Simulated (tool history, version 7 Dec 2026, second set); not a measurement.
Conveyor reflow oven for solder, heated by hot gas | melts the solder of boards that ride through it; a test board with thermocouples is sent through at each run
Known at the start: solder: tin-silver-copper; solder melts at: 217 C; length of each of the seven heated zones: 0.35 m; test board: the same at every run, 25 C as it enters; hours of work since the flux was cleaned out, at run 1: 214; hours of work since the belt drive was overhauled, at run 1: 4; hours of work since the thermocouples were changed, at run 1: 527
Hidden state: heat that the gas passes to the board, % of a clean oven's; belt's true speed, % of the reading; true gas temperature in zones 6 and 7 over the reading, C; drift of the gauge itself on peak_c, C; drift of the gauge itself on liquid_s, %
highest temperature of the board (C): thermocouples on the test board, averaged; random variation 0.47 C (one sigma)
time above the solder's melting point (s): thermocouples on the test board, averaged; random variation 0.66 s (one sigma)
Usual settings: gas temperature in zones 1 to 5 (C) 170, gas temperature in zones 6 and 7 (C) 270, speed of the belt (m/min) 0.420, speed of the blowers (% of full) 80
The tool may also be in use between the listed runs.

run    day  gas temperature in zones 1 to 5 (C)  gas temperature in zones 6 and 7 (C)  speed of the belt (m/min)  speed of the blowers (% of full)  hours of work since the flux was cleaned out  hours of work since the belt drive was overhauled  hours of work since the thermocouples were changed  highest temperature of the board (C)  time above the solder's melting point (s)
  1  0.000                                  170                                   270                      0.420                                80                                           214                                                  4                                                 527                                 250.5                                       69.0
  2  0.388                                  170                                   270                      0.420                                80                                           219                                                  9                                                 532                                 249.9                                       70.5
  3  0.646                                  170                                   270                      0.420                                80                                           222                                                 12                                                 536                                 250.8                                       69.7
  4  1.038                                  170                                   270                      0.420                                80                                           227                                                 18                                                 541                                 250.1                                       69.4
  5  1.325                                  170                                   270                      0.420                                80                                           231                                                 21                                                 545                                 249.8                                       69.5
  6  1.633                                  170                                   270                      0.420                                80                                           235                                                 25                                                 549                                 249.8                                       69.8
  7  1.979                                  158                                   270                      0.420                                80                                           240                                                 30                                                 553                                 248.1                                       60.9
  8  2.179                                  158                                   270                      0.420                                80                                           243                                                 33                                                 556                                 247.2                                       61.7
  9  2.417                                  158                                   270                      0.420                                80                                           246                                                 36                                                 559                                 247.4                                       62.1
 10  2.733                                  158                                   270                      0.420                                80                                           250                                                 40                                                 563                                 246.9                                       61.8
 11  2.967                                  158                                   270                      0.420                                80                                           253                                                 43                                                 566                                 246.5                                       61.8
     3.154  -- belt drive overhauled, speed set with a stopwatch
 12  3.304                                  158                                   270                      0.420                                80                                           255                                                  2                                                 569                                 248.0                                       61.2
 13  3.671                                  170                                   270                      0.420                                59                                           260                                                  7                                                 574                                 243.4                                       59.9
 14  4.012                                  170                                   270                      0.420                                59                                           265                                                 11                                                 578                                 244.5                                       59.7
     4.229  -- belt drive overhauled, speed set with a stopwatch, once more
 15  4.483                                  172                                   270                      0.420                                80                                           269                                                  3                                                 582                                 249.8                                       70.4
 16  4.771                                  180                                   270                      0.420                                63                                           272                                                  7                                                 586                                 247.3                                       69.2
 17  4.954                                  180                                   270                      0.470                                86                                           275                                                 10                                                 588                                 249.3                                       65.4
 18  5.192                                  178                                   270                      0.470                                86                                           278                                                 13                                                 592                                 248.5                                       64.4
 19  5.496                                  163                                   263                      0.408                                71                                           282                                                 17                                                 596                                 241.1                                       58.5
 20  5.667                                  163                                   271                      0.362                                71                                           284                                                 19                                                 598                                 252.8                                       80.5
 21  5.958                                  157                                   270                      0.420                                80                                           288                                                 23                                                 602                                 247.4                                       60.0
 22  6.346                                  170                                   262                      0.489                                85                                           293                                                 28                                                 607                                 238.7                                       46.4
 23  6.712                                  170                                   262                      0.489                                85                                           298                                                 33                                                 612                                 238.4                                       46.7
 24  6.992                                  170                                   262                      0.489                                85                                           302                                                 37                                                 615                                 239.4                                       46.6
 25  7.312                                  172                                   283                      0.340                                87                                           306                                                 41                                                 620                                 268.6                                      108.4
 26  7.612                                  172                                   283                      0.340                                87                                           310                                                 45                                                 624                                 269.6                                      106.8
 27  7.862                                  172                                   283                      0.340                                87                                           313                                                 48                                                 627                                 269.3                                      107.9
 28  8.142                                  179                                   269                      0.420                                80                                           317                                                 52                                                 630                                 250.9                                       74.4
 29  8.496                                  171                                   277                      0.356                                66                                           322                                                 56                                                 635                                 257.5                                       92.2
 30  8.792                                  171                                   277                      0.356                                66                                           326                                                 60                                                 639                                 257.8                                       92.0

3 ways to go on from here, each from the tool as it stands after run 30. What would each give?
  A  9.088                                  168                                   277                      0.356                                66                                           329                                                 64                                                 643                                     ?                                          ?
  B  9.088                                  158                                   270                      0.378                                74                                           329                                                 64                                                 643                                     ?                                          ?
  C  9.088                                  161                                   275                      0.477                                80                                           329                                                 64                                                 643                                     ?                                          ?

run  highest temperature of the board (C)  time above the solder's melting point (s)
  A                                 257.7                                       89.5
  B                                 250.1                                       72.0
  C                                 246.4                                       52.5
Without the tool's hidden state the same runs would have given:
run  highest temperature of the board (C)  time above the solder's melting point (s)
  A                                 260.5                                       92.7
  B                                 253.2                                       76.5
  C                                 250.5                                       57.3

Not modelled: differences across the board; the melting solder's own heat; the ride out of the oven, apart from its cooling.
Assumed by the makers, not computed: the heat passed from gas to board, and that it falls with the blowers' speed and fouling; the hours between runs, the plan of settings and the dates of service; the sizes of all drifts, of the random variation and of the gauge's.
